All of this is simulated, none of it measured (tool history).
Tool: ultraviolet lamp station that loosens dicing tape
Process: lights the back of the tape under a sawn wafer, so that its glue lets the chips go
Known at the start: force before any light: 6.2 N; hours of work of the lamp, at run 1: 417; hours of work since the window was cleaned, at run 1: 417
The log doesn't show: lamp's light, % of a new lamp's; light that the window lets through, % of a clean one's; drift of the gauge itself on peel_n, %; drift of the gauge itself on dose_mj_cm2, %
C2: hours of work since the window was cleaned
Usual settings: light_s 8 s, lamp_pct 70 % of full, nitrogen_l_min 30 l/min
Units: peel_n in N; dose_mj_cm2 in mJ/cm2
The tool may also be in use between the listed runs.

run 1 hour=0.0 | light_s=8 lamp_pct=70 nitrogen_l_min=30 | hours_of_work_of_the_lamp=417 C2=417 | peel_n=0.964 dose_mj_cm2=285
run 2 hour=69.8 | light_s=8 lamp_pct=71 nitrogen_l_min=30 | hours_of_work_of_the_lamp=458 C2=458 | peel_n=0.951 dose_mj_cm2=280
run 3 hour=160.7 | light_s=8 lamp_pct=70 nitrogen_l_min=30 | hours_of_work_of_the_lamp=512 C2=512 | peel_n=1.070 dose_mj_cm2=266
run 4 hour=202.9 | light_s=8 lamp_pct=70 nitrogen_l_min=30 | hours_of_work_of_the_lamp=538 C2=538 | peel_n=1.129 dose_mj_cm2=254
-- hour=241.2 window cleaned of glue's vapour
run 5 hour=266.4 | light_s=8 lamp_pct=70 nitrogen_l_min=30 | hours_of_work_of_the_lamp=575 C2=15 | peel_n=0.830 dose_mj_cm2=307
run 6 hour=331.3 | light_s=8 lamp_pct=93 nitrogen_l_min=30 | hours_of_work_of_the_lamp=614 C2=54 | peel_n=0.500 dose_mj_cm2=397
run 7 hour=398.4 | light_s=8 lamp_pct=70 nitrogen_l_min=30 | hours_of_work_of_the_lamp=654 C2=94 | peel_n=0.911 dose_mj_cm2=295
run 8 hour=460.4 | light_s=8 lamp_pct=70 nitrogen_l_min=30 | hours_of_work_of_the_lamp=691 C2=131 | peel_n=0.929 dose_mj_cm2=283
run 9 hour=524.9 | light_s=8 lamp_pct=65 nitrogen_l_min=30 | hours_of_work_of_the_lamp=729 C2=169 | peel_n=1.140 dose_mj_cm2=255
run 10 hour=565.2 | light_s=8 lamp_pct=65 nitrogen_l_min=30 | hours_of_work_of_the_lamp=753 C2=193 | peel_n=1.149 dose_mj_cm2=252
run 11 hour=617.0 | light_s=6 lamp_pct=70 nitrogen_l_min=30 | hours_of_work_of_the_lamp=784 C2=224 | peel_n=1.604 dose_mj_cm2=203
run 12 hour=678.3 | light_s=8 lamp_pct=70 nitrogen_l_min=30 | hours_of_work_of_the_lamp=821 C2=261 | peel_n=1.172 dose_mj_cm2=255
-- hour=701.7 lamp changed
run 13 hour=727.6 | light_s=8 lamp_pct=70 nitrogen_l_min=30 | hours_of_work_of_the_lamp=15 C2=290 | peel_n=0.636 dose_mj_cm2=345
run 14 hour=788.3 | light_s=8 lamp_pct=70 nitrogen_l_min=30 | hours_of_work_of_the_lamp=52 C2=326 | peel_n=0.721 dose_mj_cm2=339
run 15 hour=844.9 | light_s=8 lamp_pct=61 nitrogen_l_min=30 | hours_of_work_of_the_lamp=85 C2=359 | peel_n=0.939 dose_mj_cm2=286
run 16 hour=912.6 | light_s=8 lamp_pct=61 nitrogen_l_min=30 | hours_of_work_of_the_lamp=126 C2=400 | peel_n=0.980 dose_mj_cm2=283
run 17 hour=982.6 | light_s=8 lamp_pct=70 nitrogen_l_min=30 | hours_of_work_of_the_lamp=168 C2=442 | peel_n=0.799 dose_mj_cm2=309
run 18 hour=1057.3 | light_s=8 lamp_pct=70 nitrogen_l_min=30 | hours_of_work_of_the_lamp=212 C2=486 | peel_n=0.820 dose_mj_cm2=304
run 19 hour=1105.7 | light_s=8 lamp_pct=70 nitrogen_l_min=30 | hours_of_work_of_the_lamp=241 C2=515 | peel_n=0.854 dose_mj_cm2=300
-- hour=1179.4 window cleaned of glue's vapour
run 20 hour=1179.4 | light_s=8 lamp_pct=70 nitrogen_l_min=30 | hours_of_work_of_the_lamp=285 C2=0 | peel_n=0.673 dose_mj_cm2=352
run 21 hour=1217.6 | light_s=8 lamp_pct=82 nitrogen_l_min=54 | hours_of_work_of_the_lamp=307 C2=23 | peel_n=0.320 dose_mj_cm2=402
run 22 hour=1292.1 | light_s=4 lamp_pct=82 nitrogen_l_min=19 | hours_of_work_of_the_lamp=352 C2=67 | peel_n=2.067 dose_mj_cm2=194
run 23 hour=1345.8 | light_s=8 lamp_pct=77 nitrogen_l_min=37 | hours_of_work_of_the_lamp=384 C2=99 | peel_n=0.538 dose_mj_cm2=360
run 24 hour=1428.8 | light_s=8 lamp_pct=77 nitrogen_l_min=37 | hours_of_work_of_the_lamp=433 C2=149 | peel_n=0.585 dose_mj_cm2=346
run 25 hour=1498.5 | light_s=11 lamp_pct=85 nitrogen_l_min=18 | hours_of_work_of_the_lamp=475 C2=190 | peel_n=0.462 dose_mj_cm2=512
run 26 hour=1569.4 | light_s=8 lamp_pct=70 nitrogen_l_min=17 | hours_of_work_of_the_lamp=517 C2=233 | peel_n=1.296 dose_mj_cm2=304
run 27 hour=1634.0 | light_s=8 lamp_pct=70 nitrogen_l_min=17 | hours_of_work_of_the_lamp=556 C2=271 | peel_n=1.343 dose_mj_cm2=289
run 28 hour=1727.8 | light_s=6 lamp_pct=89 nitrogen_l_min=24 | hours_of_work_of_the_lamp=612 C2=327 | peel_n=1.234 dose_mj_cm2=266
run 29 hour=1790.8 | light_s=9 lamp_pct=68 nitrogen_l_min=12 | hours_of_work_of_the_lamp=649 C2=365 | peel_n=1.598 dose_mj_cm2=294
run 30 hour=1866.2 | light_s=12 lamp_pct=68 nitrogen_l_min=21 | hours_of_work_of_the_lamp=694 C2=410 | peel_n=0.718 dose_mj_cm2=379
run 31 hour=1914.3 | light_s=5 lamp_pct=63 nitrogen_l_min=30 | hours_of_work_of_the_lamp=723 C2=438 | peel_n=2.332 dose_mj_cm2=147
run 32 hour=1968.5 | light_s=14 lamp_pct=85 nitrogen_l_min=18 | hours_of_work_of_the_lamp=755 C2=471 | peel_n=0.421 dose_mj_cm2=527
run 33 hour=2054.6 | light_s=8 lamp_pct=82 nitrogen_l_min=30 | hours_of_work_of_the_lamp=807 C2=522 | peel_n=0.951 dose_mj_cm2=283
-- hour=2103.6 lamp changed
-- hour=2121.3 window cleaned of glue's vapour
run 34 hour=2130.0 | light_s=8 lamp_pct=82 nitrogen_l_min=30 | hours_of_work_of_the_lamp=15 C2=5 | peel_n=0.394 dose_mj_cm2=443
run 35 hour=2188.4 | light_s=8 lamp_pct=82 nitrogen_l_min=30 | hours_of_work_of_the_lamp=50 C2=40 | peel_n=0.405 dose_mj_cm2=432

3 ways to go on from here, each from the tool as it stands after run 35. What would each give?
run A hour=2227.5 | light_s=8 lamp_pct=82 nitrogen_l_min=17 | hours_of_work_of_the_lamp=74 C2=63 | peel_n=? dose_mj_cm2=?
run B hour=2227.5 | light_s=11 lamp_pct=100 nitrogen_l_min=42 | hours_of_work_of_the_lamp=74 C2=63 | peel_n=? dose_mj_cm2=?
run C hour=2227.5 | light_s=10 lamp_pct=91 nitrogen_l_min=25 | hours_of_work_of_the_lamp=74 C2=63 | peel_n=? dose_mj_cm2=?

run=A peel_n=0.701 dose_mj_cm2=421
run=B peel_n=0.152 dose_mj_cm2=711
run=C peel_n=0.262 dose_mj_cm2=593
Without the tool's hidden state the same runs would have given:
run=A peel_n=0.633 dose_mj_cm2=443
run=B peel_n=0.147 dose_mj_cm2=749
run=C peel_n=0.239 dose_mj_cm2=624
